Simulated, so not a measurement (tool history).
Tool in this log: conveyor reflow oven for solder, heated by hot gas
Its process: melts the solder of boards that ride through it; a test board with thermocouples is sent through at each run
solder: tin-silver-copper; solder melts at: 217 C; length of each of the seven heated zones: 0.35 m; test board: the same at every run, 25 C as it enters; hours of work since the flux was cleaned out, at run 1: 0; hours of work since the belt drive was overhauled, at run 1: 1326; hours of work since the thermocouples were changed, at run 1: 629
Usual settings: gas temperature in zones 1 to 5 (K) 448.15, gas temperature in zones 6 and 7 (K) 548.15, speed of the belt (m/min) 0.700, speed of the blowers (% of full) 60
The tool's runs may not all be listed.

run	hour	gas temperature in zones 1 to 5 (K)	gas temperature in zones 6 and 7 (K)	speed of the belt (m/min)	speed of the blowers (% of full)	hours of work since the flux was cleaned out	hours of work since the belt drive was overhauled	hours of work since the thermocouples were changed	highest temperature of the board (K)	time above the solder's melting point (s)
1	0.0	448.15	548.15	0.700	60	0	1326	629	527.15	47.3
2	62.9	442.15	548.15	0.700	60	39	1365	668	526.05	44.5
3	109.3	442.15	548.15	0.700	60	68	1394	697	525.85	44.2
4	162.1	448.15	548.15	0.700	60	101	1427	730	526.75	46.6
5	217.2	448.15	548.15	0.700	60	136	1461	765	526.35	46.2
6	275.8	448.15	548.15	0.700	60	172	1498	801	526.25	46.4
# hour 295.1: thermocouples of zones 6 and 7 changed
7	342.5	448.15	548.15	0.700	60	212	1538	30	526.25	46.9
8	387.5	448.15	548.15	0.700	60	241	1566	58	526.65	46.7
9	437.1	448.15	548.15	0.700	60	272	1597	89	525.95	46.2
# hour 468.4: flux residue cleaned out of gas plates and filters
10	477.6	448.15	548.15	0.700	60	6	1619	111	528.45	47.9
11	537.7	437.15	548.15	0.700	60	43	1657	148	525.95	43.4
12	574.5	437.15	548.15	0.700	60	66	1680	171	525.65	43.1
13	633.6	437.15	548.15	0.700	60	103	1717	208	525.65	43.2
14	682.4	460.15	548.15	0.700	75	134	1747	239	532.55	54.0
15	728.3	438.15	548.15	0.766	67	162	1776	267	523.45	37.8
# hour 761.7: belt drive overhauled, speed set with a stopwatch
16	776.0	434.15	548.15	0.637	81	189	9	294	529.95	48.7
17	829.1	434.15	548.15	0.637	81	223	42	328	530.05	48.4
18	856.3	434.15	548.15	0.637	81	240	59	345	529.45	48.4
19	914.5	434.15	541.15	0.637	70	276	95	381	520.95	42.2
# hour 942.4: flux residue cleaned out of gas plates and filters
20	953.9	434.15	541.15	0.637	70	7	117	402	523.25	45.0
21	992.7	434.15	541.15	0.637	70	31	141	427	522.85	44.6
22	1030.9	434.15	541.15	0.637	70	55	165	451	523.55	44.5

3 options for the next run, each taken on its own from the tool as it stands now. Forecast them:
A	1093.7	452.15	541.15	0.637	70	94	204	490	?	?
B	1093.7	446.15	538.15	0.700	54	94	204	490	?	?
C	1093.7	434.15	541.15	0.637	88	94	204	490	?	?

run	highest temperature of the board (K)	time above the solder's melting point (s)
A	525.85	51.2
B	515.75	36.2
C	525.85	46.8
Without the tool's unlogged condition, the same runs would have read:
run	highest temperature of the board (K)	time above the solder's melting point (s)
A	527.65	52.2
B	517.55	37.6
C	527.85	48.0
